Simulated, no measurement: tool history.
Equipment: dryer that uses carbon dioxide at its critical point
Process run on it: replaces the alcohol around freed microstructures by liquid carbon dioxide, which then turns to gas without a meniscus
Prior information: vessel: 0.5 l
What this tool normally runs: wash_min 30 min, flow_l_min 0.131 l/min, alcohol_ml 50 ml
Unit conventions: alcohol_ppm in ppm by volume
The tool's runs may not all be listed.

run 1 hour=0.0 | wash_min=30 flow_l_min=0.131 alcohol_ml=50 | alcohol_ppm=273
run 2 hour=27.0 | wash_min=30 flow_l_min=0.131 alcohol_ml=50 | alcohol_ppm=291
run 3 hour=57.7 | wash_min=20 flow_l_min=0.131 alcohol_ml=50 | alcohol_ppm=1950
run 4 hour=90.2 | wash_min=20 flow_l_min=0.131 alcohol_ml=50 | alcohol_ppm=1921
run 5 hour=129.3 | wash_min=30 flow_l_min=0.131 alcohol_ml=86 | alcohol_ppm=541
run 6 hour=170.5 | wash_min=30 flow_l_min=0.131 alcohol_ml=86 | alcohol_ppm=573
run 7 hour=197.9 | wash_min=30 flow_l_min=0.131 alcohol_ml=86 | alcohol_ppm=590
run 8 hour=217.4 | wash_min=30 flow_l_min=0.131 alcohol_ml=86 | alcohol_ppm=617
run 9 hour=242.9 | wash_min=30 flow_l_min=0.131 alcohol_ml=86 | alcohol_ppm=648
run 10 hour=261.9 | wash_min=30 flow_l_min=0.131 alcohol_ml=86 | alcohol_ppm=670
run 11 hour=293.8 | wash_min=30 flow_l_min=0.131 alcohol_ml=86 | alcohol_ppm=732
run 12 hour=316.6 | wash_min=30 flow_l_min=0.131 alcohol_ml=86 | alcohol_ppm=756
-- hour=342.5 inlet filter changed
run 13 hour=342.5 | wash_min=30 flow_l_min=0.131 alcohol_ml=86 | alcohol_ppm=428
run 14 hour=366.6 | wash_min=30 flow_l_min=0.131 alcohol_ml=86 | alcohol_ppm=451
run 15 hour=405.6 | wash_min=30 flow_l_min=0.131 alcohol_ml=50 | alcohol_ppm=309
run 16 hour=434.2 | wash_min=30 flow_l_min=0.131 alcohol_ml=50 | alcohol_ppm=315
run 17 hour=463.0 | wash_min=30 flow_l_min=0.131 alcohol_ml=50 | alcohol_ppm=339
run 18 hour=487.1 | wash_min=30 flow_l_min=0.131 alcohol_ml=50 | alcohol_ppm=348
run 19 hour=520.8 | wash_min=30 flow_l_min=0.131 alcohol_ml=34 | alcohol_ppm=273
run 20 hour=548.1 | wash_min=30 flow_l_min=0.131 alcohol_ml=34 | alcohol_ppm=274
-- hour=573.8 purifier's bed changed
run 21 hour=574.1 | wash_min=30 flow_l_min=0.131 alcohol_ml=34 | alcohol_ppm=207
run 22 hour=616.8 | wash_min=30 flow_l_min=0.131 alcohol_ml=50 | alcohol_ppm=333
run 23 hour=653.2 | wash_min=30 flow_l_min=0.131 alcohol_ml=50 | alcohol_ppm=358
run 24 hour=695.4 | wash_min=30 flow_l_min=0.131 alcohol_ml=50 | alcohol_ppm=392
run 25 hour=720.7 | wash_min=22 flow_l_min=0.102 alcohol_ml=26 | alcohol_ppm=2232
run 26 hour=743.4 | wash_min=22 flow_l_min=0.102 alcohol_ml=26 | alcohol_ppm=2296
-- hour=772.4 inlet filter changed
run 27 hour=783.7 | wash_min=37 flow_l_min=0.083 alcohol_ml=72 | alcohol_ppm=1217
run 28 hour=805.2 | wash_min=34 flow_l_min=0.160 alcohol_ml=62 | alcohol_ppm=39
run 29 hour=837.7 | wash_min=34 flow_l_min=0.160 alcohol_ml=62 | alcohol_ppm=48
run 30 hour=861.8 | wash_min=34 flow_l_min=0.160 alcohol_ml=62 | alcohol_ppm=58
run 31 hour=884.7 | wash_min=18 flow_l_min=0.145 alcohol_ml=39 | alcohol_ppm=1435

For run 32, what comes out?
run 32 hour=906.8 | wash_min=24 flow_l_min=0.131 alcohol_ml=35 | alcohol_ppm=?

{"run 32": {"alcohol_ppm": 622}}
Were there no unlogged condition in the tool, this run, its random variation unchanged, would have produced alcohol_ppm 495 ppm by volume.
